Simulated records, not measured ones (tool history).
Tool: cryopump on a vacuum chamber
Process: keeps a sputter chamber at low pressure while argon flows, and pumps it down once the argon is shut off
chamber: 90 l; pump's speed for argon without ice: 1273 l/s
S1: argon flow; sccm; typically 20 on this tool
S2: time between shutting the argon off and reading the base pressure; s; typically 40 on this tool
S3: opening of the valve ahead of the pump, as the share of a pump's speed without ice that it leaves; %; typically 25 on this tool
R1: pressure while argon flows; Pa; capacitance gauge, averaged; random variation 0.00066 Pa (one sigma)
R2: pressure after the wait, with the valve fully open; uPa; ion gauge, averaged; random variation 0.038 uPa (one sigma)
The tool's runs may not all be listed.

{"run": 1, "hour": 0.0, "S1": 20, "S2": 40, "S3": 25, "R1": 0.1088, "R2": 2.31}
{"run": 2, "hour": 7.6, "S1": 20, "S2": 114, "S3": 25, "R1": 0.1076, "R2": 1.11}
{"run": 3, "hour": 21.5, "S1": 20, "S2": 99, "S3": 25, "R1": 0.1086, "R2": 1.23}
{"run": 4, "hour": 29.4, "S1": 14, "S2": 99, "S3": 25, "R1": 0.0752, "R2": 1.15}
{"run": 5, "hour": 42.6, "S1": 14, "S2": 99, "S3": 25, "R1": 0.0762, "R2": 1.24}
{"run": 6, "hour": 57.7, "S1": 14, "S2": 99, "S3": 25, "R1": 0.0757, "R2": 1.21}
{"run": 7, "hour": 72.0, "S1": 14, "S2": 99, "S3": 25, "R1": 0.0763, "R2": 1.26}
{"run": 8, "hour": 80.9, "S1": 14, "S2": 99, "S3": 25, "R1": 0.076, "R2": 1.18}
{"run": 9, "hour": 90.9, "S1": 14, "S2": 99, "S3": 26, "R1": 0.0729, "R2": 1.19}
{"run": 10, "hour": 108.0, "S1": 14, "S2": 99, "S3": 26, "R1": 0.0728, "R2": 1.19}
{"run": 11, "hour": 126.3, "S1": 14, "S2": 99, "S3": 26, "R1": 0.0728, "R2": 1.19}
{"run": 12, "hour": 144.1, "S1": 20, "S2": 40, "S3": 31, "R1": 0.0888, "R2": 2.39}
{"run": 13, "hour": 159.3, "S1": 20, "S2": 40, "S3": 17, "R1": 0.1583, "R2": 2.36}
{"run": 14, "hour": 176.8, "S1": 20, "S2": 40, "S3": 17, "R1": 0.1578, "R2": 2.39}
{"run": 15, "hour": 192.8, "S1": 20, "S2": 40, "S3": 17, "R1": 0.1582, "R2": 2.3}
{"run": 16, "hour": 207.5, "S1": 20, "S2": 40, "S3": 17, "R1": 0.1592, "R2": 2.41}
{"run": 17, "hour": 219.0, "S1": 20, "S2": 21, "S3": 17, "R1": 0.1593, "R2": 4.09}
{"run": 18, "hour": 228.1, "S1": 17, "S2": 40, "S3": 58, "R1": 0.0409, "R2": 2.36}
{"run": 19, "hour": 239.0, "S1": 19, "S2": 40, "S3": 25, "R1": 0.1043, "R2": 2.34}
{"run": 20, "hour": 250.6, "S1": 30, "S2": 40, "S3": 25, "R1": 0.1633, "R2": 2.36}
{"run": 21, "hour": 261.9, "S1": 30, "S2": 40, "S3": 25, "R1": 0.1633, "R2": 2.37}
{"run": 22, "hour": 274.0, "S1": 20, "S2": 96, "S3": 19, "R1": 0.1439, "R2": 1.27}

What will run 23 give?
{"run": 23, "hour": 286.3, "S1": 20, "S2": 96, "S3": 19, "R1": "?", "R2": "?"}

Logged for run 23: R1 0.1435 Pa, R2 1.27 uPa.
Had the tool carried no hidden state, the very same run would have given R1 0.1405 Pa, R2 1.01 uPa.
